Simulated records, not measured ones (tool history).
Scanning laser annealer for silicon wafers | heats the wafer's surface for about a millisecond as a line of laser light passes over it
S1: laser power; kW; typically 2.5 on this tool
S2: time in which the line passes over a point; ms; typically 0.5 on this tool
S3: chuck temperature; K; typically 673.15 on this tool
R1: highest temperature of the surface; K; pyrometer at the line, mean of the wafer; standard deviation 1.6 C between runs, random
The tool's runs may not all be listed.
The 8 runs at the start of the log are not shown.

run 9 day=5.4 | S1=2.685 S2=0.5 S3=673.15 | R1=1503.15
run 10 day=6.142 | S1=2.685 S2=0.5 S3=673.15 | R1=1503.15
run 11 day=6.862 | S1=2.685 S2=0.5 S3=673.15 | R1=1503.15
run 12 day=7.662 | S1=2.685 S2=0.5 S3=673.15 | R1=1503.15
run 13 day=8.346 | S1=2.5 S2=0.5 S3=673.15 | R1=1447.15
run 14 day=9.392 | S1=2.5 S2=0.5 S3=673.15 | R1=1453.15
run 15 day=10.042 | S1=2.5 S2=0.5 S3=673.15 | R1=1452.15
run 16 day=10.742 | S1=2.635 S2=0.5 S3=673.15 | R1=1486.15
run 17 day=11.683 | S1=2.635 S2=0.5 S3=673.15 | R1=1486.15
run 18 day=12.321 | S1=2.635 S2=0.5 S3=673.15 | R1=1487.15
run 19 day=13.046 | S1=2.635 S2=0.5 S3=673.15 | R1=1489.15
-- day=13.246 laser's power meter calibrated
run 20 day=13.888 | S1=2.514 S2=0.5 S3=673.15 | R1=1453.15

Expected results for the next run?
run 21 day=14.579 | S1=2.514 S2=0.5 S3=673.15 | R1=?

R1: 1453.15 K
Minus the tool's unlogged condition, the same run would have read R1 1461.15 K.
